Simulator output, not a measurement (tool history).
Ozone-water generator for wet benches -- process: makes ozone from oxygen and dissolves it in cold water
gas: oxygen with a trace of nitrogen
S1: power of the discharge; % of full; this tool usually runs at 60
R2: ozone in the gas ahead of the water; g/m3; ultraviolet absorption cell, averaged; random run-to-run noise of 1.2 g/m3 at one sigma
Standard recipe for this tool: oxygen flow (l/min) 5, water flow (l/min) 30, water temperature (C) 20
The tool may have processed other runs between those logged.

run 1 hour=0 | S1=60 oxygen_flow_(l/min)=5 water_flow_(l/min)=30 water_temperature_(C)=20 | dissolved_ozone_(ppm)=19.7 R2=212.4
run 2 hour=73.8 | S1=60 oxygen_flow_(l/min)=5 water_flow_(l/min)=38 water_temperature_(C)=20 | dissolved_ozone_(ppm)=16 R2=213.3
run 3 hour=137.8 | S1=60 oxygen_flow_(l/min)=5 water_flow_(l/min)=40 water_temperature_(C)=20 | dissolved_ozone_(ppm)=15.4 R2=213.4
run 4 hour=177.1 | S1=68 oxygen_flow_(l/min)=5 water_flow_(l/min)=30 water_temperature_(C)=20 | dissolved_ozone_(ppm)=20.8 R2=230.1
run 5 hour=214.4 | S1=68 oxygen_flow_(l/min)=8 water_flow_(l/min)=30 water_temperature_(C)=20 | dissolved_ozone_(ppm)=23.3 R2=196.1
run 6 hour=264.7 | S1=60 oxygen_flow_(l/min)=5 water_flow_(l/min)=30 water_temperature_(C)=20 | dissolved_ozone_(ppm)=19.5 R2=211.6
run 7 hour=334.4 | S1=60 oxygen_flow_(l/min)=5 water_flow_(l/min)=30 water_temperature_(C)=20 | dissolved_ozone_(ppm)=19.3 R2=211.8
run 8 hour=395.1 | S1=97 oxygen_flow_(l/min)=5 water_flow_(l/min)=30 water_temperature_(C)=20 | dissolved_ozone_(ppm)=26 R2=286.5
run 9 hour=440.6 | S1=97 oxygen_flow_(l/min)=5 water_flow_(l/min)=30 water_temperature_(C)=20 | dissolved_ozone_(ppm)=25.6 R2=282.1
run 10 hour=513.6 | S1=60 oxygen_flow_(l/min)=5 water_flow_(l/min)=30 water_temperature_(C)=20 | dissolved_ozone_(ppm)=19.1 R2=210.2
run 11 hour=575.2 | S1=60 oxygen_flow_(l/min)=5 water_flow_(l/min)=30 water_temperature_(C)=20 | dissolved_ozone_(ppm)=19 R2=208.1
run 12 hour=638 | S1=60 oxygen_flow_(l/min)=5 water_flow_(l/min)=30 water_temperature_(C)=15 | dissolved_ozone_(ppm)=20.2 R2=211.8
run 13 hour=692 | S1=60 oxygen_flow_(l/min)=5 water_flow_(l/min)=30 water_temperature_(C)=15 | dissolved_ozone_(ppm)=20 R2=207
run 14 hour=760.7 | S1=60 oxygen_flow_(l/min)=5 water_flow_(l/min)=30 water_temperature_(C)=15 | dissolved_ozone_(ppm)=19.9 R2=209
run 15 hour=794.5 | S1=60 oxygen_flow_(l/min)=5 water_flow_(l/min)=30 water_temperature_(C)=15 | dissolved_ozone_(ppm)=19.6 R2=209.6
run 16 hour=851.8 | S1=60 oxygen_flow_(l/min)=5 water_flow_(l/min)=30 water_temperature_(C)=15 | dissolved_ozone_(ppm)=19.9 R2=210.6
run 17 hour=905.5 | S1=60 oxygen_flow_(l/min)=5 water_flow_(l/min)=30 water_temperature_(C)=15 | dissolved_ozone_(ppm)=20 R2=207.2
run 18 hour=948 | S1=41 oxygen_flow_(l/min)=4.97 water_flow_(l/min)=35 water_temperature_(C)=20 | dissolved_ozone_(ppm)=13.2 R2=163.5
run 19 hour=991.6 | S1=41 oxygen_flow_(l/min)=4.97 water_flow_(l/min)=35 water_temperature_(C)=20 | dissolved_ozone_(ppm)=13.1 R2=162.4
run 20 hour=1030.6 | S1=41 oxygen_flow_(l/min)=4.97 water_flow_(l/min)=35 water_temperature_(C)=20 | dissolved_ozone_(ppm)=12.9 R2=163.5
run 21 hour=1089.2 | S1=41 oxygen_flow_(l/min)=3.75 water_flow_(l/min)=28 water_temperature_(C)=16 | dissolved_ozone_(ppm)=14.6 R2=179
run 22 hour=1136.3 | S1=41 oxygen_flow_(l/min)=3.75 water_flow_(l/min)=28 water_temperature_(C)=16 | dissolved_ozone_(ppm)=14.7 R2=178.3
run 23 hour=1213.5 | S1=60 oxygen_flow_(l/min)=5.02 water_flow_(l/min)=27 water_temperature_(C)=17 | dissolved_ozone_(ppm)=20.9 R2=206
run 24 hour=1260.8 | S1=77 oxygen_flow_(l/min)=5.44 water_flow_(l/min)=27 water_temperature_(C)=15 | dissolved_ozone_(ppm)=25.5 R2=231.9
run 25 hour=1308.9 | S1=77 oxygen_flow_(l/min)=5.44 water_flow_(l/min)=27 water_temperature_(C)=15 | dissolved_ozone_(ppm)=25.8 R2=233.1
run 26 hour=1355.2 | S1=46 oxygen_flow_(l/min)=5.44 water_flow_(l/min)=27 water_temperature_(C)=15 | dissolved_ozone_(ppm)=18.4 R2=168.3
run 27 hour=1413.8 | S1=46 oxygen_flow_(l/min)=5.44 water_flow_(l/min)=27 water_temperature_(C)=15 | dissolved_ozone_(ppm)=18.9 R2=167.9
run 28 hour=1450.2 | S1=59 oxygen_flow_(l/min)=5 water_flow_(l/min)=36 water_temperature_(C)=20 | dissolved_ozone_(ppm)=15.9 R2=204.3
run 29 hour=1510.2 | S1=54 oxygen_flow_(l/min)=3.92 water_flow_(l/min)=30 water_temperature_(C)=20 | dissolved_ozone_(ppm)=15.8 R2=208.2
run 30 hour=1549.1 | S1=93 oxygen_flow_(l/min)=3.92 water_flow_(l/min)=30 water_temperature_(C)=20 | dissolved_ozone_(ppm)=22.3 R2=293.3
run 31 hour=1606.9 | S1=93 oxygen_flow_(l/min)=3.92 water_flow_(l/min)=30 water_temperature_(C)=20 | dissolved_ozone_(ppm)=22.6 R2=288.2
run 32 hour=1651.6 | S1=53 oxygen_flow_(l/min)=6.62 water_flow_(l/min)=30 water_temperature_(C)=20 | dissolved_ozone_(ppm)=18.3 R2=170.4

Here are 5 independent what-if runs from the current tool condition. What would each one return?
run A hour=1702.6 | S1=69 oxygen_flow_(l/min)=6.62 water_flow_(l/min)=23 water_temperature_(C)=23 | dissolved_ozone_(ppm)=? R2=?
run B hour=1702.6 | S1=53 oxygen_flow_(l/min)=3.72 water_flow_(l/min)=30 water_temperature_(C)=16 | dissolved_ozone_(ppm)=? R2=?
run C hour=1702.6 | S1=60 oxygen_flow_(l/min)=4.84 water_flow_(l/min)=23 water_temperature_(C)=20 | dissolved_ozone_(ppm)=? R2=?
run D hour=1702.6 | S1=60 oxygen_flow_(l/min)=5 water_flow_(l/min)=24 water_temperature_(C)=18 | dissolved_ozone_(ppm)=? R2=?
run E hour=1702.6 | S1=53 oxygen_flow_(l/min)=2.71 water_flow_(l/min)=30 water_temperature_(C)=20 | dissolved_ozone_(ppm)=? R2=?

run=A dissolved_ozone_(ppm)=24.5 R2=201.1
run=B dissolved_ozone_(ppm)=15.9 R2=208.6
run=C dissolved_ozone_(ppm)=21.9 R2=206.5
run=D dissolved_ozone_(ppm)=22.2 R2=202.2
run=E dissolved_ozone_(ppm)=13.5 R2=231
What these runs would have given with no unlogged condition in the tool:
run=A dissolved_ozone_(ppm)=27.4 R2=220.6
run=B dissolved_ozone_(ppm)=17.4 R2=225.3
run=C dissolved_ozone_(ppm)=24.2 R2=224.7
run=D dissolved_ozone_(ppm)=24.5 R2=220
run=E dissolved_ozone_(ppm)=14.8 R2=249.5

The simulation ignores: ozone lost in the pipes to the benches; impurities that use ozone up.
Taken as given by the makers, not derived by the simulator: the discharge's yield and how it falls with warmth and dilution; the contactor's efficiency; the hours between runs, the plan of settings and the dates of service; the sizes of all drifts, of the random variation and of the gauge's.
